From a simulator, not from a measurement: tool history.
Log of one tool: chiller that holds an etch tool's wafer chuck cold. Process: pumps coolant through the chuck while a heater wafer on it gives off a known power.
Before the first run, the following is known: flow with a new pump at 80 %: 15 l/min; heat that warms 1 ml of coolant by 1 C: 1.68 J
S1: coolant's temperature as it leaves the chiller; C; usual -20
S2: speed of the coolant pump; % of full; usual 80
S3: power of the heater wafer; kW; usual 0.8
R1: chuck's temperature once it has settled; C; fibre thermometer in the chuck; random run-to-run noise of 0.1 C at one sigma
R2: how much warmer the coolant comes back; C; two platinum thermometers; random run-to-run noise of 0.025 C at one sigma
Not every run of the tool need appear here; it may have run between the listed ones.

run 1 day=0 | S1=-20 S2=80 S3=0.8 | R1=-11.3 R2=1.96
run 2 day=3.017 | S1=-20 S2=80 S3=0.8 | R1=-11.2 R2=1.9
run 3 day=5.542 | S1=-20 S2=80 S3=0.8 | R1=-11.4 R2=1.94
run 4 day=7.892 | S1=-20 S2=80 S3=0.8 | R1=-11.1 R2=1.95
run 5 day=10.412 | S1=-20 S2=80 S3=0.8 | R1=-11 R2=1.92
run 6 day=14.083 | S1=-20 S2=80 S3=0.65 | R1=-12.8 R2=1.59
-- day=15.742 coolant changed, channels flushed
run 7 day=17.062 | S1=-20 S2=80 S3=0.8 | R1=-12.6 R2=1.93
run 8 day=18.688 | S1=-20 S2=80 S3=0.8 | R1=-12.8 R2=1.9
run 9 day=21.308 | S1=-20 S2=80 S3=0.8 | R1=-12.8 R2=1.98
run 10 day=25.088 | S1=-20 S2=80 S3=0.8 | R1=-12.5 R2=1.94
run 11 day=28.467 | S1=-20 S2=87 S3=0.8 | R1=-12.8 R2=1.79
run 12 day=31.496 | S1=-20 S2=87 S3=0.8 | R1=-13 R2=1.79
-- day=31.821 chiller's thermometer calibrated
run 13 day=33.879 | S1=-20 S2=80 S3=0.8 | R1=-12.7 R2=1.95
run 14 day=37.075 | S1=-20 S2=80 S3=0.8 | R1=-12.3 R2=1.97
run 15 day=40.388 | S1=-20 S2=80 S3=0.8 | R1=-12.4 R2=1.98
run 16 day=42.679 | S1=-20 S2=80 S3=0.8 | R1=-12.3 R2=1.99
run 17 day=45.183 | S1=-20 S2=80 S3=0.8 | R1=-12.6 R2=1.96
run 18 day=46.912 | S1=-20 S2=90 S3=0.8 | R1=-13.1 R2=1.73
-- day=47.2 chiller's thermometer calibrated, once more
run 19 day=49.504 | S1=-20 S2=74 S3=0.8 | R1=-11.4 R2=2.11
run 20 day=51.688 | S1=-20 S2=66 S3=0.8 | R1=-10.8 R2=2.38
run 21 day=54.212 | S1=-20 S2=66 S3=0.8 | R1=-10.7 R2=2.41
run 22 day=57.817 | S1=-20 S2=80 S3=0.887 | R1=-11.2 R2=2.23
run 23 day=60.367 | S1=-20 S2=80 S3=0.887 | R1=-10.9 R2=2.24
run 24 day=62.383 | S1=-12 S2=80 S3=0.747 | R1=-4.6 R2=1.87
run 25 day=64.367 | S1=-12 S2=72 S3=0.61 | R1=-5.2 R2=1.74
run 26 day=68.167 | S1=-14 S2=65 S3=0.61 | R1=-6.8 R2=1.87
run 27 day=70.767 | S1=-19 S2=65 S3=0.657 | R1=-11 R2=1.95
run 28 day=73.875 | S1=-19 S2=65 S3=0.657 | R1=-10.9 R2=2.02
run 29 day=77.508 | S1=-20 S2=80 S3=0.851 | R1=-11.3 R2=2.08
run 30 day=81.117 | S1=-20 S2=80 S3=0.851 | R1=-11.1 R2=2.17
run 31 day=84.754 | S1=-12 S2=70 S3=0.966 | R1=-0.7 R2=2.73
run 32 day=87.488 | S1=-13 S2=80 S3=0.447 | R1=-8.4 R2=1.1

3 options for the next run, each taken on its own from the tool as it stands now. Forecast them:
run A day=90.792 | S1=-13 S2=61 S3=0.639 | R1=? R2=?
run B day=90.792 | S1=-13 S2=80 S3=0.456 | R1=? R2=?
run C day=90.792 | S1=-27 S2=80 S3=0.928 | R1=? R2=?

run=A R1=-4.7 R2=2.14
run=B R1=-8.1 R2=1.16
run=C R1=-17.2 R2=2.38
With no hidden state in the tool, these same runs would have given:
run=A R1=-5.8 R2=2.02
run=B R1=-8.7 R2=1.09
run=C R1=-18.4 R2=2.24
